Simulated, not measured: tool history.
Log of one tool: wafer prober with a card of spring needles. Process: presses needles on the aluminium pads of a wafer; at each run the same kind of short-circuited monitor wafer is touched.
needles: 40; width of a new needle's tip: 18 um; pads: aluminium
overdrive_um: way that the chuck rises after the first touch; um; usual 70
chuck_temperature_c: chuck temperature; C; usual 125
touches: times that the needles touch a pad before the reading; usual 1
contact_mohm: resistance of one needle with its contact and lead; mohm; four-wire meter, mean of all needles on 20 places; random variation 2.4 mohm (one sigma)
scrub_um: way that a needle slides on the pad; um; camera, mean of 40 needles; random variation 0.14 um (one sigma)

run   hour  overdrive_um  chuck_temperature_c  touches  contact_mohm  scrub_um
  1      0            70                  125        1           320     10.58
       3.2  -- tips cleaned on abrasive film
       6.3  -- tips cleaned on abrasive film
       9.5  -- tips cleaned on abrasive film
      13.4  -- tips cleaned on abrasive film
      17.3  -- tips cleaned on abrasive film
      20.5  -- tips cleaned on abrasive film
      23.6  -- tips cleaned on abrasive film
      27.5  -- tips cleaned on abrasive film
      30.7  -- tips cleaned on abrasive film
  2   31.8            70                  125        1           417        10
      34.2  -- tips cleaned on abrasive film
      37.4  -- tips cleaned on abrasive film
      41.3  -- tips cleaned on abrasive film
      44.5  -- tips cleaned on abrasive film
      47.6  -- tips cleaned on abrasive film
      50.8  -- tips cleaned on abrasive film
      54.1  -- height of the first contact set anew
        55  -- tips cleaned on abrasive film
      58.9  -- tips cleaned on abrasive film
      62.1  -- tips cleaned on abrasive film
      65.2  -- tips cleaned on abrasive film
  3   68.2            70                  125        1           451      11.8
      69.1  -- tips cleaned on abrasive film
      72.2  -- tips cleaned on abrasive film
      76.2  -- tips cleaned on abrasive film
      80.1  -- tips cleaned on abrasive film
      83.2  -- tips cleaned on abrasive film
      87.1  -- tips cleaned on abrasive film
      91.1  -- tips cleaned on abrasive film
      94.2  -- tips cleaned on abrasive film
      98.1  -- tips cleaned on abrasive film
     102.1  -- tips cleaned on abrasive film
     105.2  -- tips cleaned on abrasive film
     108.4  -- tips cleaned on abrasive film
     111.5  -- tips cleaned on abrasive film
  4  111.5            70                  125        1           302     11.73
     114.8  -- tips cleaned on abrasive film
     117.9  -- tips cleaned on abrasive film
     121.1  -- tips cleaned on abrasive film
     124.2  -- tips cleaned on abrasive film
     127.4  -- tips cleaned on abrasive film
     130.5  -- tips cleaned on abrasive film
     133.7  -- tips cleaned on abrasive film
     136.8  -- tips cleaned on abrasive film
     140.8  -- tips cleaned on abrasive film
     144.7  -- tips cleaned on abrasive film
     148.6  -- tips cleaned on abrasive film
     152.5  -- tips cleaned on abrasive film
  5    155            70                  125        2           389     11.49
     155.8  -- tips cleaned on abrasive film
       159  -- tips cleaned on abrasive film
     162.9  -- tips cleaned on abrasive film
     174.9  -- card fitted with new needles
     178.8  -- tips cleaned on abrasive film
     182.8  -- tips cleaned on abrasive film
     185.9  -- tips cleaned on abrasive film
     189.1  -- tips cleaned on abrasive film
     192.2  -- tips cleaned on abrasive film, once more
     196.1  -- tips cleaned on abrasive film
     199.3  -- tips cleaned on abrasive film
     202.4  -- tips cleaned on abrasive film
  6  202.9            70                   78        1           268     11.73
       206  -- tips cleaned on abrasive film
     209.2  -- tips cleaned on abrasive film
     212.4  -- tips cleaned on abrasive film
     216.3  -- tips cleaned on abrasive film
     219.4  -- tips cleaned on abrasive film
     222.6  -- tips cleaned on abrasive film
     225.7  -- tips cleaned on abrasive film
  7  228.3            70                   78        1           304     11.75
     229.2  -- tips cleaned on abrasive film
     232.4  -- tips cleaned on abrasive film
     235.5  -- tips cleaned on abrasive film
     239.4  -- tips cleaned on abrasive film
     242.6  -- tips cleaned on abrasive film
     246.5  -- tips cleaned on abrasive film
     249.7  -- tips cleaned on abrasive film
     253.6  -- tips cleaned on abrasive film
     257.5  -- tips cleaned on abrasive film
     260.7  -- tips cleaned on abrasive film
     264.6  -- tips cleaned on abrasive film
     267.7  -- tips cleaned on abrasive film
     271.5  -- tips cleaned on abrasive film
  8  271.5            70                  125        1           270     11.52
     275.4  -- tips cleaned on abrasive film
     278.5  -- tips cleaned on abrasive film
     282.5  -- tips cleaned on abrasive film
     285.6  -- tips cleaned on abrasive film
     288.8  -- tips cleaned on abrasive film
     292.7  -- tips cleaned on abrasive film
     295.9  -- tips cleaned on abrasive film
     299.8  -- tips cleaned on abrasive film
     303.7  -- tips cleaned on abrasive film
     306.8  -- tips cleaned on abrasive film
       310  -- tips cleaned on abrasive film
     313.2  -- tips cleaned on abrasive film
  9  315.3            62                  125        2           314      9.76
     316.9  -- tips cleaned on abrasive film
     320.8  -- tips cleaned on abrasive film
       324  -- tips cleaned on abrasive film
     327.9  -- tips cleaned on abrasive film
     331.8  -- tips cleaned on abrasive film
       335  -- tips cleaned on abrasive film
     338.1  -- tips cleaned on abrasive film
       342  -- tips cleaned on abrasive film
       346  -- tips cleaned on abrasive film
     349.1  -- tips cleaned on abrasive film
       353  -- tips cleaned on abrasive film
       357  -- tips cleaned on abrasive film
     360.9  -- tips cleaned on abrasive film
 10  361.8            62                  125        2           290       9.4
     364.1  -- tips cleaned on abrasive film
     368.1  -- tips cleaned on abrasive film
       372  -- tips cleaned on abrasive film
     375.1  -- tips cleaned on abrasive film
     378.3  -- tips cleaned on abrasive film
     382.2  -- tips cleaned on abrasive film
     385.4  -- tips cleaned on abrasive film
     388.5  -- tips cleaned on abrasive film
     391.7  -- tips cleaned on abrasive film
     394.8  -- tips cleaned on abrasive film
 11  395.5            62                  125        2           300      9.42
     398.7  -- tips cleaned on abrasive film
     402.6  -- tips cleaned on abrasive film
     405.7  -- tips cleaned on abrasive film
     408.9  -- tips cleaned on abrasive film
       412  -- tips cleaned on abrasive film
     415.2  -- tips cleaned on abrasive film
     418.4  -- tips cleaned on abrasive film
     422.3  -- tips cleaned on abrasive film
     426.2  -- tips cleaned on abrasive film
     429.4  -- tips cleaned on abrasive film
     433.3  -- tips cleaned on abrasive film
     437.2  -- tips cleaned on abrasive film
     440.3  -- tips cleaned on abrasive film
 12  442.4            58                   72        2           329      8.54
       444  -- tips cleaned on abrasive film
       448  -- tips cleaned on abrasive film
     451.1  -- tips cleaned on abrasive film
     454.3  -- tips cleaned on abrasive film
     457.4  -- tips cleaned on abrasive film
     460.6  -- tips cleaned on abrasive film
     464.5  -- tips cleaned on abrasive film
     467.7  -- tips cleaned on abrasive film
     470.3  -- height of the first contact set anew
     471.1  -- tips cleaned on abrasive film
     474.3  -- tips cleaned on abrasive film
     477.4  -- tips cleaned on abrasive film
 13  479.5            57                  108        2           318       9.7
     481.1  -- tips cleaned on abrasive film
     484.3  -- tips cleaned on abrasive film
     488.2  -- tips cleaned on abrasive film
     491.4  -- tips cleaned on abrasive film
     494.5  -- tips cleaned on abrasive film
     497.7  -- tips cleaned on abrasive film
     501.6  -- tips cleaned on abrasive film
 14  503.3            78                   38        3           262     12.82
     504.9  -- tips cleaned on abrasive film
       508  -- tips cleaned on abrasive film
       512  -- tips cleaned on abrasive film
     515.1  -- tips cleaned on abrasive film
     518.3  -- tips cleaned on abrasive film
     522.2  -- tips cleaned on abrasive film
     525.3  -- tips cleaned on abrasive film
     528.5  -- tips cleaned on abrasive film
     531.7  -- tips cleaned on abrasive film
     535.6  -- tips cleaned on abrasive film
     538.7  -- tips cleaned on abrasive film
 15  540.3            78                   38        3           260     12.86
       542  -- tips cleaned on abrasive film
     545.1  -- tips cleaned on abrasive film
     548.3  -- tips cleaned on abrasive film
     552.2  -- tips cleaned on abrasive film
     555.4  -- tips cleaned on abrasive film
     559.3  -- tips cleaned on abrasive film
     562.4  -- tips cleaned on abrasive film
     565.6  -- tips cleaned on abrasive film
     568.7  -- tips cleaned on abrasive film
     571.9  -- tips cleaned on abrasive film
 16  573.7            71                   71        3           277     11.75

5 ways to go on from here, each from the tool as it stands after run 16. What would each give?
     575.3  -- tips cleaned on abrasive film
     578.5  -- tips cleaned on abrasive film
     582.4  -- tips cleaned on abrasive film
     586.3  -- tips cleaned on abrasive film
     589.5  -- tips cleaned on abrasive film
     592.6  -- tips cleaned on abrasive film
     596.5  -- tips cleaned on abrasive film
     599.7  -- tips cleaned on abrasive film
     603.6  -- tips cleaned on abrasive film
     607.5  -- tips cleaned on abrasive film
  A  610.5            63                   77        2             ?         ?
     575.3  -- tips cleaned on abrasive film
     578.5  -- tips cleaned on abrasive film
     582.4  -- tips cleaned on abrasive film
     586.3  -- tips cleaned on abrasive film
     589.5  -- tips cleaned on abrasive film
     592.6  -- tips cleaned on abrasive film
     596.5  -- tips cleaned on abrasive film
     599.7  -- tips cleaned on abrasive film
     603.6  -- tips cleaned on abrasive film
     607.5  -- tips cleaned on abrasive film
  B  610.5            70                   60        2             ?         ?
     575.3  -- tips cleaned on abrasive film
     578.5  -- tips cleaned on abrasive film
     582.4  -- tips cleaned on abrasive film
     586.3  -- tips cleaned on abrasive film
     589.5  -- tips cleaned on abrasive film
     592.6  -- tips cleaned on abrasive film
     596.5  -- tips cleaned on abrasive film
     599.7  -- tips cleaned on abrasive film
     603.6  -- tips cleaned on abrasive film
     607.5  -- tips cleaned on abrasive film
  C  610.5            88                   51        2             ?         ?
     575.3  -- tips cleaned on abrasive film
     578.5  -- tips cleaned on abrasive film
     582.4  -- tips cleaned on abrasive film
     586.3  -- tips cleaned on abrasive film
     589.5  -- tips cleaned on abrasive film
     592.6  -- tips cleaned on abrasive film
     596.5  -- tips cleaned on abrasive film
     599.7  -- tips cleaned on abrasive film
     603.6  -- tips cleaned on abrasive film
     607.5  -- tips cleaned on abrasive film
  D  610.5            71                  100        3             ?         ?
     575.3  -- tips cleaned on abrasive film
     578.5  -- tips cleaned on abrasive film
     582.4  -- tips cleaned on abrasive film
     586.3  -- tips cleaned on abrasive film
     589.5  -- tips cleaned on abrasive film
     592.6  -- tips cleaned on abrasive film
     596.5  -- tips cleaned on abrasive film
     599.7  -- tips cleaned on abrasive film
     603.6  -- tips cleaned on abrasive film
     607.5  -- tips cleaned on abrasive film
  E  610.5            71                   46        3             ?         ?

run  contact_mohm  scrub_um
  A           325     10.07
  B           304     11.19
  C           277     14.37
  D           285      11.2
  E           277     11.48
Without the tool's hidden state the same runs would have given:
run  contact_mohm  scrub_um
  A           260     10.87
  B           250     11.97
  C           242     15.16
  D           253     11.98
  E           243     12.27

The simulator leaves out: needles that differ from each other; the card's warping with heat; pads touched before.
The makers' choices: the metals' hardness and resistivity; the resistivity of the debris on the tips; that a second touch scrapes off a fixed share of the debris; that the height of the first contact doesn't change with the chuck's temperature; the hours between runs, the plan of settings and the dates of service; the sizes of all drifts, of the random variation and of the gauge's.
